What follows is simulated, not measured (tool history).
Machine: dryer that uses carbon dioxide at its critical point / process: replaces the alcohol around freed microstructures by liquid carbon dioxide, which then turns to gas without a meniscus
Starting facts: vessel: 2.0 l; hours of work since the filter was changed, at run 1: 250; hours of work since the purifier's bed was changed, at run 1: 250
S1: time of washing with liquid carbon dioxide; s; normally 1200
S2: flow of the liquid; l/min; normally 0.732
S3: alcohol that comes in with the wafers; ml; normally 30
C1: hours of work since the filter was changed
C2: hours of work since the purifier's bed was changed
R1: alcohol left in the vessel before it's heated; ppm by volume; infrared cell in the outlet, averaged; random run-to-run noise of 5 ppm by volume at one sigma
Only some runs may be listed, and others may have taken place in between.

run 1 day=0.000 | S1=1200 S2=0.732 S3=30 | C1=250 C2=250 | R1=163
run 2 day=0.467 | S1=1200 S2=0.732 S3=119 | C1=256 C2=256 | R1=337
run 3 day=0.746 | S1=1200 S2=0.732 S3=119 | C1=261 C2=261 | R1=327
run 4 day=1.054 | S1=1200 S2=0.732 S3=30 | C1=265 C2=265 | R1=165
run 5 day=1.354 | S1=1200 S2=0.732 S3=30 | C1=269 C2=269 | R1=174
run 6 day=1.896 | S1=1200 S2=0.732 S3=30 | C1=277 C2=277 | R1=179
run 7 day=2.492 | S1=1200 S2=0.732 S3=30 | C1=286 C2=286 | R1=179
run 8 day=2.825 | S1=1200 S2=0.732 S3=30 | C1=291 C2=291 | R1=180
run 9 day=3.450 | S1=1200 S2=0.732 S3=100 | C1=300 C2=300 | R1=330
-- day=3.629 inlet filter changed
run 10 day=4.083 | S1=1200 S2=0.732 S3=100 | C1=7 C2=309 | R1=259
run 11 day=4.650 | S1=1200 S2=0.732 S3=100 | C1=15 C2=317 | R1=255
run 12 day=5.183 | S1=1200 S2=0.732 S3=30 | C1=23 C2=325 | R1=178
run 13 day=5.692 | S1=1200 S2=0.732 S3=30 | C1=30 C2=333 | R1=179
run 14 day=6.004 | S1=1200 S2=0.732 S3=30 | C1=35 C2=337 | R1=185
run 15 day=6.308 | S1=1200 S2=0.732 S3=30 | C1=39 C2=342 | R1=183
run 16 day=6.662 | S1=1200 S2=0.732 S3=30 | C1=45 C2=347 | R1=192
run 17 day=7.012 | S1=1200 S2=0.732 S3=30 | C1=50 C2=352 | R1=197
run 18 day=7.325 | S1=1200 S2=0.732 S3=30 | C1=54 C2=357 | R1=195
run 19 day=7.671 | S1=1200 S2=0.649 S3=48 | C1=59 C2=362 | R1=272
run 20 day=8.017 | S1=1200 S2=0.649 S3=48 | C1=65 C2=367 | R1=289
run 21 day=8.546 | S1=1080 S2=1.217 S3=104 | C1=72 C2=374 | R1=162
run 22 day=8.954 | S1=1080 S2=1.217 S3=104 | C1=78 C2=381 | R1=153
run 23 day=9.542 | S1=1320 S2=1.153 S3=116 | C1=87 C2=389 | R1=156
run 24 day=10.021 | S1=1200 S2=0.982 S3=62 | C1=94 C2=396 | R1=183
run 25 day=10.567 | S1=1200 S2=0.732 S3=93 | C1=102 C2=404 | R1=300
run 26 day=10.938 | S1=1680 S2=0.666 S3=26 | C1=107 C2=410 | R1=180
run 27 day=11.258 | S1=720 S2=0.939 S3=30 | C1=112 C2=414 | R1=334
run 28 day=11.529 | S1=780 S2=1.150 S3=45 | C1=116 C2=418 | R1=222
run 29 day=11.821 | S1=780 S2=1.150 S3=45 | C1=120 C2=423 | R1=231
run 30 day=12.242 | S1=780 S2=1.150 S3=45 | C1=127 C2=429 | R1=238
run 31 day=12.608 | S1=1500 S2=1.150 S3=114 | C1=132 C2=434 | R1=184
run 32 day=12.921 | S1=1320 S2=1.115 S3=30 | C1=137 C2=439 | R1=179
run 33 day=13.333 | S1=1320 S2=1.115 S3=30 | C1=143 C2=445 | R1=193
run 34 day=13.938 | S1=1560 S2=0.732 S3=62 | C1=151 C2=454 | R1=208
run 35 day=14.250 | S1=1740 S2=0.732 S3=45 | C1=156 C2=458 | R1=195

Forecast each of these 4 alternatives for the next run:
run A day=14.762 | S1=1320 S2=0.446 S3=42 | C1=164 C2=466 | R1=?
run B day=14.762 | S1=1620 S2=0.732 S3=40 | C1=164 C2=466 | R1=?
run C day=14.762 | S1=960 S2=0.732 S3=45 | C1=164 C2=466 | R1=?
run D day=14.762 | S1=1200 S2=0.594 S3=30 | C1=164 C2=466 | R1=?

run=A R1=690
run=B R1=206
run=C R1=425
run=D R1=345
With no hidden state in the tool, these same runs would have given:
run=A R1=401
run=B R1=11
run=C R1=175
run=D R1=115

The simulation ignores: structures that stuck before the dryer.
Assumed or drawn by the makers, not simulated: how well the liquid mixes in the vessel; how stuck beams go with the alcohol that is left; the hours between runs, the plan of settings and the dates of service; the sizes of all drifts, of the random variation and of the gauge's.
